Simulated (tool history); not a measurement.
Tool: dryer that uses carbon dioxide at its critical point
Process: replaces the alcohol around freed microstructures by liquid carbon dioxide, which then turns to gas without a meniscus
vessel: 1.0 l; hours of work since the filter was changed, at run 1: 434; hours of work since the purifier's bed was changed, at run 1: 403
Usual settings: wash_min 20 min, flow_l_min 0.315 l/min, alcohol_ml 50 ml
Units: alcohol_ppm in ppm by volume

run,day,wash_min,flow_l_min,alcohol_ml,hours of work since the filter was changed,hours of work since the purifier's bed was changed,alcohol_ppm
1,0.000,20,0.315,50,434,403,424
2,0.467,20,0.315,50,439,409,440
3,1.400,20,0.315,50,451,420,431
4,2.283,20,0.315,93,461,431,651
5,3.125,20,0.315,93,472,441,700
6,4.083,20,0.315,93,483,452,697
7,5.058,20,0.315,93,495,464,711

The next listed run, before its measurement:
8,5.704,20,0.204,24,503,472,?

{"run 8": {"alcohol_ppm": 1015}}
Without the tool's hidden state the same run would have given alcohol_ppm 454 ppm by volume.

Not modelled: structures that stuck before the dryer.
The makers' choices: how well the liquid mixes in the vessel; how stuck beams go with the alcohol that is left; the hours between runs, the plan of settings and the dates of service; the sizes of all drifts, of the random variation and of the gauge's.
